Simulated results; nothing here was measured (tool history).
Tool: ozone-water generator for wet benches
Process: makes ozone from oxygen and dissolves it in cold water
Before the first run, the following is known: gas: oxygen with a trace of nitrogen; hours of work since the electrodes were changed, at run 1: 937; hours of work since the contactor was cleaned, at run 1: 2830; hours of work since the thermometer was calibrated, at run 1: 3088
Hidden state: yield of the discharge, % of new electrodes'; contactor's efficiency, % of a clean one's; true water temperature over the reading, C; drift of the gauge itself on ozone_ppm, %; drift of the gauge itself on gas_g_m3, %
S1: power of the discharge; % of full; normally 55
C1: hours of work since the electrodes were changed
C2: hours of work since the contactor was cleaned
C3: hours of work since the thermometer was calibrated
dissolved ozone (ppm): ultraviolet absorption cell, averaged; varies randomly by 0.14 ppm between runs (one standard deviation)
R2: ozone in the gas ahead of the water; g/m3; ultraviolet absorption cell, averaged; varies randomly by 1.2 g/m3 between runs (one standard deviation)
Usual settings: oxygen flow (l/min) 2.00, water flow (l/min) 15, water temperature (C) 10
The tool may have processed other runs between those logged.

run 1 day=0.000 | S1=55 oxygen_flow_(l/min)=2.00 water_flow_(l/min)=15 water_temperature_(C)=10 | C1=937 C2=2830 C3=3088 | dissolved_ozone_(ppm)=15.5 R2=221.4
run 2 day=1.188 | S1=55 oxygen_flow_(l/min)=2.00 water_flow_(l/min)=15 water_temperature_(C)=10 | C1=957 C2=2850 C3=3108 | dissolved_ozone_(ppm)=15.5 R2=219.8
-- day=3.196 water thermometer calibrated
run 3 day=3.196 | S1=55 oxygen_flow_(l/min)=2.00 water_flow_(l/min)=15 water_temperature_(C)=10 | C1=991 C2=2884 C3=0 | dissolved_ozone_(ppm)=15.4 R2=220.2
run 4 day=4.988 | S1=55 oxygen_flow_(l/min)=2.00 water_flow_(l/min)=15 water_temperature_(C)=10 | C1=1022 C2=2914 C3=31 | dissolved_ozone_(ppm)=15.3 R2=218.2
run 5 day=6.238 | S1=55 oxygen_flow_(l/min)=2.00 water_flow_(l/min)=15 water_temperature_(C)=10 | C1=1043 C2=2936 C3=52 | dissolved_ozone_(ppm)=15.2 R2=219.5
run 6 day=7.346 | S1=55 oxygen_flow_(l/min)=2.00 water_flow_(l/min)=15 water_temperature_(C)=10 | C1=1062 C2=2954 C3=71 | dissolved_ozone_(ppm)=15.5 R2=219.7
run 7 day=8.979 | S1=55 oxygen_flow_(l/min)=2.00 water_flow_(l/min)=15 water_temperature_(C)=10 | C1=1090 C2=2982 C3=98 | dissolved_ozone_(ppm)=15.4 R2=219.6
run 8 day=11.612 | S1=55 oxygen_flow_(l/min)=2.00 water_flow_(l/min)=15 water_temperature_(C)=10 | C1=1134 C2=3027 C3=143 | dissolved_ozone_(ppm)=15.5 R2=220.8
run 9 day=14.262 | S1=55 oxygen_flow_(l/min)=2.21 water_flow_(l/min)=15 water_temperature_(C)=10 | C1=1179 C2=3072 C3=188 | dissolved_ozone_(ppm)=15.7 R2=207.9
run 10 day=16.212 | S1=55 oxygen_flow_(l/min)=2.00 water_flow_(l/min)=15 water_temperature_(C)=16 | C1=1213 C2=3105 C3=221 | dissolved_ozone_(ppm)=14.6 R2=220.6
run 11 day=18.075 | S1=55 oxygen_flow_(l/min)=2.00 water_flow_(l/min)=15 water_temperature_(C)=10 | C1=1244 C2=3137 C3=253 | dissolved_ozone_(ppm)=15.3 R2=216.0
run 12 day=19.179 | S1=55 oxygen_flow_(l/min)=2.00 water_flow_(l/min)=15 water_temperature_(C)=10 | C1=1263 C2=3156 C3=272 | dissolved_ozone_(ppm)=15.5 R2=216.9
run 13 day=20.762 | S1=55 oxygen_flow_(l/min)=2.00 water_flow_(l/min)=15 water_temperature_(C)=10 | C1=1290 C2=3183 C3=299 | dissolved_ozone_(ppm)=15.5 R2=219.0
run 14 day=23.342 | S1=55 oxygen_flow_(l/min)=2.00 water_flow_(l/min)=15 water_temperature_(C)=10 | C1=1334 C2=3226 C3=343 | dissolved_ozone_(ppm)=15.5 R2=216.8
run 15 day=25.858 | S1=55 oxygen_flow_(l/min)=2.00 water_flow_(l/min)=15 water_temperature_(C)=10 | C1=1376 C2=3269 C3=385 | dissolved_ozone_(ppm)=15.2 R2=219.1
run 16 day=27.642 | S1=55 oxygen_flow_(l/min)=2.00 water_flow_(l/min)=15 water_temperature_(C)=12 | C1=1407 C2=3300 C3=416 | dissolved_ozone_(ppm)=15.2 R2=215.9
run 17 day=29.138 | S1=55 oxygen_flow_(l/min)=1.72 water_flow_(l/min)=15 water_temperature_(C)=11 | C1=1432 C2=3325 C3=441 | dissolved_ozone_(ppm)=14.8 R2=235.0
-- day=29.554 contactor cleaned
run 18 day=31.771 | S1=55 oxygen_flow_(l/min)=1.72 water_flow_(l/min)=15 water_temperature_(C)=11 | C1=1474 C2=38 C3=483 | dissolved_ozone_(ppm)=14.2 R2=234.7
run 19 day=32.912 | S1=94 oxygen_flow_(l/min)=1.23 water_flow_(l/min)=15 water_temperature_(C)=10 | C1=1494 C2=57 C3=502 | dissolved_ozone_(ppm)=18.2 R2=393.3
run 20 day=34.525 | S1=55 oxygen_flow_(l/min)=1.71 water_flow_(l/min)=11 water_temperature_(C)=10 | C1=1521 C2=85 C3=530 | dissolved_ozone_(ppm)=19.6 R2=235.3
run 21 day=35.796 | S1=55 oxygen_flow_(l/min)=1.71 water_flow_(l/min)=11 water_temperature_(C)=10 | C1=1543 C2=106 C3=552 | dissolved_ozone_(ppm)=19.6 R2=236.2
run 22 day=38.167 | S1=78 oxygen_flow_(l/min)=3.29 water_flow_(l/min)=22 water_temperature_(C)=10 | C1=1583 C2=146 C3=592 | dissolved_ozone_(ppm)=13.8 R2=211.2
run 23 day=40.296 | S1=78 oxygen_flow_(l/min)=3.29 water_flow_(l/min)=22 water_temperature_(C)=10 | C1=1619 C2=183 C3=628 | dissolved_ozone_(ppm)=13.8 R2=210.0
-- day=41.179 contactor cleaned, once more
run 24 day=41.633 | S1=78 oxygen_flow_(l/min)=3.29 water_flow_(l/min)=22 water_temperature_(C)=10 | C1=1639 C2=8 C3=648 | dissolved_ozone_(ppm)=14.7 R2=210.5
run 25 day=43.558 | S1=60 oxygen_flow_(l/min)=3.22 water_flow_(l/min)=20 water_temperature_(C)=18 | C1=1672 C2=40 C3=681 | dissolved_ozone_(ppm)=12.8 R2=179.9
run 26 day=45.233 | S1=60 oxygen_flow_(l/min)=3.22 water_flow_(l/min)=20 water_temperature_(C)=18 | C1=1700 C2=69 C3=709 | dissolved_ozone_(ppm)=12.8 R2=178.9
run 27 day=46.788 | S1=96 oxygen_flow_(l/min)=3.22 water_flow_(l/min)=20 water_temperature_(C)=7 | C1=1727 C2=95 C3=736 | dissolved_ozone_(ppm)=19.0 R2=243.1
run 28 day=48.388 | S1=96 oxygen_flow_(l/min)=3.22 water_flow_(l/min)=20 water_temperature_(C)=7 | C1=1754 C2=123 C3=763 | dissolved_ozone_(ppm)=19.1 R2=242.9
run 29 day=50.475 | S1=67 oxygen_flow_(l/min)=3.22 water_flow_(l/min)=20 water_temperature_(C)=15 | C1=1789 C2=158 C3=798 | dissolved_ozone_(ppm)=14.2 R2=193.4
run 30 day=51.975 | S1=67 oxygen_flow_(l/min)=3.22 water_flow_(l/min)=20 water_temperature_(C)=15 | C1=1815 C2=184 C3=824 | dissolved_ozone_(ppm)=14.0 R2=192.8
run 31 day=54.596 | S1=78 oxygen_flow_(l/min)=1.03 water_flow_(l/min)=12 water_temperature_(C)=17 | C1=1859 C2=228 C3=868 | dissolved_ozone_(ppm)=20.2 R2=380.9
run 32 day=56.529 | S1=78 oxygen_flow_(l/min)=1.03 water_flow_(l/min)=12 water_temperature_(C)=17 | C1=1892 C2=261 C3=901 | dissolved_ozone_(ppm)=19.5 R2=376.3

Hidden condition of the tool, last listed run before each entry between runs versus first listed run after:
Run 2 -> run 3: water thermometer calibrated (day 3.196)
  contactor's efficiency, % of a clean one's: 93.7 -> 93.6; true water temperature over the reading, C: 0.21 -> 0.02
  measured result minus the result with no hidden state, dissolved ozone (ppm): -0.8 -> -0.8; R2: -3.8 -> -4.0 g/m3
Run 17 -> run 18: contactor cleaned (day 29.554)
  yield of the discharge, % of new electrodes': 96.9 -> 96.8; contactor's efficiency, % of a clean one's: 92.7 -> 88.4
  measured result minus the result with no hidden state, dissolved ozone (ppm): -1.0 -> -1.4; R2: -6.3 -> -6.4 g/m3
Run 23 -> run 24: contactor cleaned, once more (day 41.179)
  contactor's efficiency, % of a clean one's: 88.2 -> 98.8; true water temperature over the reading, C: 0.06 -> 0.07
  measured result minus the result with no hidden state, dissolved ozone (ppm): -1.6 -> -0.7; R2: -8.1 -> -8.2 g/m3

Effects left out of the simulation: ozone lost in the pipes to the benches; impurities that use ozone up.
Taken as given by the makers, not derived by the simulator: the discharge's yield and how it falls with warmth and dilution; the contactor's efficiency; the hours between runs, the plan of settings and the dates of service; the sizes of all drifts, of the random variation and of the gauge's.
